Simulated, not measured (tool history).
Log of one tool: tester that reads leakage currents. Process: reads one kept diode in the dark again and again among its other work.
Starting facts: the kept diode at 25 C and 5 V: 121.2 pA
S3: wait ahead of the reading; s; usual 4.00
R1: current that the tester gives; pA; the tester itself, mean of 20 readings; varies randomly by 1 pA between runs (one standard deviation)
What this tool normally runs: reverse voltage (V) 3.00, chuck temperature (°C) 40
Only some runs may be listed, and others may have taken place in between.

Run 1, hour 0.0: usual settings. Result: R1 345.19 pA.
Run 2, hour 48.9: usual settings. Result: R1 343.76 pA.
Run 3, hour 100.7: usual settings but reverse voltage (V) 1.60. Result: R1 280.63 pA.
Run 4, hour 141.5: usual settings but reverse voltage (V) 1.60. Result: R1 279.79 pA.
Run 5, hour 165.8: usual settings but chuck temperature (°C) 39. Result: R1 323.62 pA.
Run 6, hour 195.8: usual settings but chuck temperature (°C) 39. Result: R1 321.44 pA.
Run 7, hour 228.8: usual settings but reverse voltage (V) 3.57. Result: R1 368.43 pA.
Run 8, hour 269.8: usual settings but reverse voltage (V) 3.57. Result: R1 369.96 pA.
Run 9, hour 300.3: usual settings but reverse voltage (V) 3.57. Result: R1 370.33 pA.
Run 10, hour 324.3: usual settings but chuck temperature (°C) 50. Result: R1 716.49 pA.
At hour 357.0: probe card cleaned and baked.
Run 11, hour 368.8: usual settings but chuck temperature (°C) 50. Result: R1 710.30 pA.
Run 12, hour 414.4: usual settings. Result: R1 342.10 pA.
Run 13, hour 454.9: usual settings. Result: R1 342.47 pA.
Run 14, hour 488.5: usual settings. Result: R1 342.29 pA.
Run 15, hour 520.0: usual settings. Result: R1 345.22 pA.
Run 16, hour 548.4: usual settings. Result: R1 345.17 pA.
Run 17, hour 577.3: usual settings but S3 0.90 s. Result: R1 346.95 pA.
Run 18, hour 630.0: usual settings. Result: R1 343.86 pA.
Run 19, hour 685.2: usual settings but reverse voltage (V) 1.45. Result: R1 274.00 pA.
Run 20, hour 730.5: usual settings but reverse voltage (V) 1.45. Result: R1 272.67 pA.
Run 21, hour 781.9: usual settings but reverse voltage (V) 1.45, chuck temperature (°C) 26, S3 1.34 s. Result: R1 90.83 pA.
Run 22, hour 805.6: usual settings but reverse voltage (V) 1.45, chuck temperature (°C) 44, S3 1.34 s. Result: R1 365.89 pA.
Run 23, hour 862.0: usual settings but reverse voltage (V) 4.08, chuck temperature (°C) 41, S3 2.80 s. Result: R1 414.43 pA.
Run 24, hour 896.1: usual settings but reverse voltage (V) 19.36, chuck temperature (°C) 43, S3 0.40 s. Result: R1 819.92 pA.
Run 25, hour 940.6: usual settings but reverse voltage (V) 17.26, chuck temperature (°C) 32. Result: R1 342.14 pA.
Run 26, hour 964.3: usual settings but reverse voltage (V) 17.26, chuck temperature (°C) 34, S3 0.43 s. Result: R1 408.91 pA.
Run 27, hour 993.4: usual settings but chuck temperature (°C) 42, S3 1.82 s. Result: R1 405.68 pA.
Run 28, hour 1019.0: usual settings but reverse voltage (V) 2.17, S3 4.98 s. Result: R1 313.94 pA.
Run 29, hour 1055.0: usual settings but reverse voltage (V) 19.98, S3 0.61 s. Result: R1 667.06 pA.
Run 30, hour 1096.1: usual settings but reverse voltage (V) 1.98, chuck temperature (°C) 25. Result: R1 94.30 pA.
Run 31, hour 1135.4: usual settings but reverse voltage (V) 1.98, chuck temperature (°C) 25. Result: R1 94.73 pA.
Run 32, hour 1168.2: usual settings but reverse voltage (V) 1.55, chuck temperature (°C) 25. Result: R1 87.38 pA.
Run 33, hour 1201.2: usual settings but reverse voltage (V) 8.71, chuck temperature (°C) 35, S3 9.82 s. Result: R1 345.29 pA.

Run 34 comes next. What will it give?
Run 34, hour 1226.8: usual settings but chuck temperature (°C) 56, S3 7.43 s. Result: R1 ?.

R1: 1103.56 pA
Were there no unlogged condition in the tool, this run, its random variation unchanged, would have produced R1 1063.68 pA.

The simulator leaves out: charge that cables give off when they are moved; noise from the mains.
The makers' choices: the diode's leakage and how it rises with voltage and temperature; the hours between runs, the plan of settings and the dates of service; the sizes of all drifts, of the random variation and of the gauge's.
